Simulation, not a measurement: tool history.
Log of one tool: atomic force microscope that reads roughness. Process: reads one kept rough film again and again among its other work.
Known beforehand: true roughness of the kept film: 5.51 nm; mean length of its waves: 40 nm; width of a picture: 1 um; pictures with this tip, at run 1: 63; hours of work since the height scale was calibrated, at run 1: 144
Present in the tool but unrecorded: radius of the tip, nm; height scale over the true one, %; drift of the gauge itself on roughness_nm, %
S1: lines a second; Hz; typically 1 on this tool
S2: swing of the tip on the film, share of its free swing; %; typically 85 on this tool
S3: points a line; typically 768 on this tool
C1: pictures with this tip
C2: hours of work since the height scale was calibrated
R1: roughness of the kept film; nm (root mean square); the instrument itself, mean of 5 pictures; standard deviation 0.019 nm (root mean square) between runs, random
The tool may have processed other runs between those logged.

run 1 day=0 | S1=1 S2=85 S3=768 | C1=63 C2=144 | R1=4.383
run 2 day=0.592 | S1=1 S2=83 S3=768 | C1=82 C2=150 | R1=4.357
run 3 day=1.417 | S1=1 S2=83 S3=768 | C1=108 C2=158 | R1=4.279
run 4 day=1.908 | S1=1 S2=83 S3=768 | C1=124 C2=163 | R1=4.242
run 5 day=2.442 | S1=1 S2=85 S3=768 | C1=141 C2=169 | R1=4.131
-- day=3.046 new tip fitted
run 6 day=3.083 | S1=1 S2=85 S3=768 | C1=2 C2=175 | R1=4.605
run 7 day=3.871 | S1=0.96 S2=67 S3=361 | C1=27 C2=183 | R1=4.826
run 8 day=4.383 | S1=0.83 S2=85 S3=768 | C1=43 C2=189 | R1=4.51
run 9 day=5.058 | S1=0.84 S2=71 S3=669 | C1=64 C2=195 | R1=4.671
run 10 day=5.446 | S1=0.84 S2=71 S3=669 | C1=77 C2=199 | R1=4.598
run 11 day=5.829 | S1=0.67 S2=85 S3=522 | C1=89 C2=203 | R1=4.453

Predict each of these 4 candidate next runs independently; none follows another, all start after run 11:
run A day=6.7 | S1=3.85 S2=85 S3=315 | C1=117 C2=212 | R1=?
run B day=6.7 | S1=0.57 S2=82 S3=692 | C1=117 C2=212 | R1=?
run C day=6.7 | S1=1 S2=75 S3=768 | C1=117 C2=212 | R1=?
run D day=6.7 | S1=0.87 S2=84 S3=447 | C1=117 C2=212 | R1=?

run=A R1=3.244
run=B R1=4.426
run=C R1=4.399
run=D R1=4.306
Without the tool's hidden state the same runs would have given:
run=A R1=3.553
run=B R1=4.848
run=C R1=4.819
run=D R1=4.716
